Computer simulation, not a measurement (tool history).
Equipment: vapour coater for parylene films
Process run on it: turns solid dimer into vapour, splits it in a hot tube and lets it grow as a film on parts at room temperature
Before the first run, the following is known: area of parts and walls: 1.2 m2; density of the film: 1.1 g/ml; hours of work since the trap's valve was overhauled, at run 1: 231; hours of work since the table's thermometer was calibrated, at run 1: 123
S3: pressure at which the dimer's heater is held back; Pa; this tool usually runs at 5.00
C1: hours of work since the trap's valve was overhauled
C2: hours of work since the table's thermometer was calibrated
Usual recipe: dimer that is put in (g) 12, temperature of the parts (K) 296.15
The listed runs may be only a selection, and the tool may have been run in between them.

Run 1, day 0.000: usual settings; C1 231; C2 123. Result: thickness of the film (um) 6.10.
Run 2, day 3.379: usual settings; C1 288; C2 180. Result: thickness of the film (um) 5.96.
Run 3, day 6.192: usual settings; C1 336; C2 227. Result: thickness of the film (um) 5.99.
Run 4, day 9.388: usual settings; C1 390; C2 281. Result: thickness of the film (um) 5.99.
Run 5, day 11.629: usual settings but temperature of the parts (K) 291.15; C1 428; C2 319. Result: thickness of the film (um) 6.57.
Run 6, day 14.333: usual settings but dimer that is put in (g) 5, temperature of the parts (K) 291.15; C1 474; C2 365. Result: thickness of the film (um) 2.77.
Run 7, day 17.750: usual settings but dimer that is put in (g) 5, temperature of the parts (K) 291.15; C1 531; C2 423. Result: thickness of the film (um) 2.70.
Run 8, day 20.358: usual settings but dimer that is put in (g) 5, temperature of the parts (K) 291.15; C1 575; C2 467. Result: thickness of the film (um) 2.62.
At day 20.812: trap's valve overhauled.
Run 9, day 22.383: usual settings but dimer that is put in (g) 6, temperature of the parts (K) 291.15, S3 2.18 Pa; C1 27; C2 498. Result: thickness of the film (um) 3.87.
Run 10, day 25.200: usual settings but dimer that is put in (g) 6, temperature of the parts (K) 291.15, S3 2.18 Pa; C1 74; C2 546. Result: thickness of the film (um) 3.90.
Run 11, day 27.246: usual settings but S3 4.24 Pa; C1 109; C2 580. Result: thickness of the film (um) 6.19.
Run 12, day 30.042: usual settings but S3 4.97 Pa; C1 156; C2 627. Result: thickness of the film (um) 6.22.
Run 13, day 33.004: usual settings but S3 3.63 Pa; C1 206; C2 677. Result: thickness of the film (um) 6.38.
Run 14, day 35.962: usual settings but dimer that is put in (g) 19, temperature of the parts (K) 288.15, S3 3.61 Pa; C1 256; C2 727. Result: thickness of the film (um) 11.72.

Predict each of these 3 candidate next runs independently; none follows another, all start after run 14:
Run A, day 38.925: usual settings but dimer that is put in (g) 19, temperature of the parts (K) 289.15, S3 3.61 Pa; C1 306; C2 777. Result: thickness of the film (um) ?.
Run B, day 38.925: usual settings but S3 9.32 Pa; C1 306; C2 777. Result: thickness of the film (um) ?.
Run C, day 38.925: usual settings but dimer that is put in (g) 8, temperature of the parts (K) 288.15, S3 9.87 Pa; C1 306; C2 777. Result: thickness of the film (um) ?.

run  thickness of the film (um)
  A                       11.37
  B                        5.52
  C                        4.27
Had the tool no hidden state, the same runs would have come out as:
run  thickness of the film (um)
  A                       11.88
  B                        5.76
  C                        4.46

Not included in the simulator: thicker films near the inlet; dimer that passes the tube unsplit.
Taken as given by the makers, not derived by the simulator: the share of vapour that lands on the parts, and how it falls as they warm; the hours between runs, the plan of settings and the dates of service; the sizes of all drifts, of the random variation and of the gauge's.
